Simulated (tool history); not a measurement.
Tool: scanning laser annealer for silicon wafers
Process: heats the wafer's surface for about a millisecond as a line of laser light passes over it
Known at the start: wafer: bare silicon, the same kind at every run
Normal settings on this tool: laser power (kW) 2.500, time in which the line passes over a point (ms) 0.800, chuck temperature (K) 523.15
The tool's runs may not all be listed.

| run | day | laser power (kW) | time in which the line passes over a point (ms) | chuck temperature (K) | highest temperature of the surface (K) |
|---|---|---|---|---|---|
| 1 | 0.000 | 2.500 | 0.800 | 523.15 | 1284.15 |
| 2 | 0.254 | 2.141 | 0.800 | 523.15 | 1158.15 |
| 3 | 0.642 | 2.141 | 0.800 | 523.15 | 1159.15 |
| 4 | 1.050 | 2.500 | 0.800 | 523.15 | 1279.15 |
| 5 | 1.446 | 2.500 | 0.800 | 523.15 | 1286.15 |
| 6 | 1.746 | 2.587 | 0.800 | 523.15 | 1311.15 |
| 7 | 2.021 | 2.587 | 0.800 | 523.15 | 1311.15 |
| 8 | 2.258 | 2.587 | 0.800 | 523.15 | 1310.15 |
| 9 | 2.596 | 2.500 | 0.800 | 505.15 | 1261.15 |
| 10 | 2.875 | 2.408 | 0.800 | 523.15 | 1250.15 |
| 11 | 3.108 | 2.500 | 0.787 | 523.15 | 1277.15 |
| 12 | 3.429 | 2.500 | 0.599 | 523.15 | 1170.15 |
| 13 | 3.792 | 2.500 | 0.800 | 523.15 | 1279.15 |
| 14 | 4.183 | 2.500 | 0.800 | 523.15 | 1278.15 |
| 15 | 4.412 | 2.500 | 0.800 | 523.15 | 1277.15 |
| 16 | 4.754 | 2.500 | 0.800 | 554.15 | 1312.15 |
| 17 | 5.175 | 2.500 | 0.800 | 554.15 | 1309.15 |
| 18 | 5.600 | 2.490 | 0.800 | 523.15 | 1276.15 |
| 19 | 6.062 | 2.490 | 0.800 | 523.15 | 1273.15 |
| 20 | 6.421 | 2.500 | 0.800 | 523.15 | 1279.15 |
| 21 | 6.742 | 2.500 | 0.800 | 523.15 | 1278.15 |
| 22 | 7.088 | 2.500 | 0.800 | 523.15 | 1278.15 |
| 23 | 7.475 | 2.500 | 0.800 | 523.15 | 1278.15 |
| 24 | 7.858 | 2.568 | 0.800 | 527.15 | 1303.15 |
| 25 | 8.142 | 2.568 | 0.652 | 534.15 | 1229.15 |
| 26 | 8.579 | 2.221 | 0.863 | 486.15 | 1173.15 |
| 27 | 8.967 | 2.500 | 0.834 | 536.15 | 1305.15 |
| 28 | 9.250 | 2.500 | 0.834 | 536.15 | 1304.15 |
| 29 | 9.758 | 2.500 | 0.722 | 487.15 | 1194.15 |
| 30 | 10.042 | 2.132 | 0.800 | 515.15 | 1140.15 |
| 31 | 10.312 | 2.132 | 0.800 | 515.15 | 1141.15 |
| 32 | 10.742 | 2.132 | 0.800 | 515.15 | 1143.15 |
| 33 | 11.225 | 2.132 | 0.800 | 515.15 | 1146.15 |
| 34 | 11.442 | 2.317 | 0.616 | 551.15 | 1153.15 |
| 35 | 11.850 | 2.317 | 0.641 | 525.15 | 1141.15 |
| 36 | 12.175 | 2.722 | 0.641 | 525.15 | 1265.15 |
| 37 | 12.596 | 2.722 | 0.641 | 525.15 | 1262.15 |
| 38 | 12.979 | 2.576 | 0.681 | 500.15 | 1214.15 |
| 39 | 13.346 | 2.576 | 0.681 | 500.15 | 1219.15 |
| 40 | 13.608 | 2.576 | 0.681 | 500.15 | 1216.15 |
| 41 | 13.950 | 2.576 | 0.681 | 500.15 | 1216.15 |
| 42 | 14.158 | 2.576 | 0.591 | 500.15 | 1162.15 |

The log once held 2 entries between its listed runs, left out of this copy. Where does each go, and what is different about the tool's unlogged condition between the listed run before it and the listed run after it?
In the gap between runs 28 and 29: window over the wafer cleaned (day 9.375)
  light that passes the window, % of a clean one's: 99.28 -> 98.95; width of the line over the set one, %: 1.56 -> 1.57
  the result without the hidden state subtracted from the measured one, highest temperature of the surface (K): -11.00 -> -13.00
In the gap between runs 32 and 33: window over the wafer cleaned, once more (day 11.088)
  light that passes the window, % of a clean one's: 98.88 -> 99.89; width of the line over the set one, %: 1.61 -> 1.63
  the result without the hidden state subtracted from the measured one, highest temperature of the surface (K): -12.00 -> -6.00
